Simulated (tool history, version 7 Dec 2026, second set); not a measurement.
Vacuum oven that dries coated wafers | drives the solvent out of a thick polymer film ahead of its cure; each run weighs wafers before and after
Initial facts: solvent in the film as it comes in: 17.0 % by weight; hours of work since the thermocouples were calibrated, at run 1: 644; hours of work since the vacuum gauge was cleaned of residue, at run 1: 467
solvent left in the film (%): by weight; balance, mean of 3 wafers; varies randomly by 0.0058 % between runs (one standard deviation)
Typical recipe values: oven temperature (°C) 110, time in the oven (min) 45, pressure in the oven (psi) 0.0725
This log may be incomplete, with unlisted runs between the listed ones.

run	hour	oven temperature (°C)	time in the oven (min)	pressure in the oven (psi)	hours of work since the thermocouples were calibrated	hours of work since the vacuum gauge was cleaned of residue	solvent left in the film (%)
1	0.0	110	45	0.0725	644	467	0.921
2	9.6	110	45	0.0725	648	472	0.924
3	28.1	110	45	0.0725	658	481	0.929
4	44.7	110	45	0.0725	666	489	0.921
5	59.5	110	28	0.0725	674	497	2.324
6	76.9	110	45	0.0725	683	506	0.920
7	98.0	110	77	0.1971	693	516	0.767

For run 8, what comes out?
8	115.9	99	23	0.2590	702	526	?

{"run 8": {"solvent left in the film (%)": 6.296}}
Without the tool's hidden state the same run would have given solvent left in the film (%) 6.183.

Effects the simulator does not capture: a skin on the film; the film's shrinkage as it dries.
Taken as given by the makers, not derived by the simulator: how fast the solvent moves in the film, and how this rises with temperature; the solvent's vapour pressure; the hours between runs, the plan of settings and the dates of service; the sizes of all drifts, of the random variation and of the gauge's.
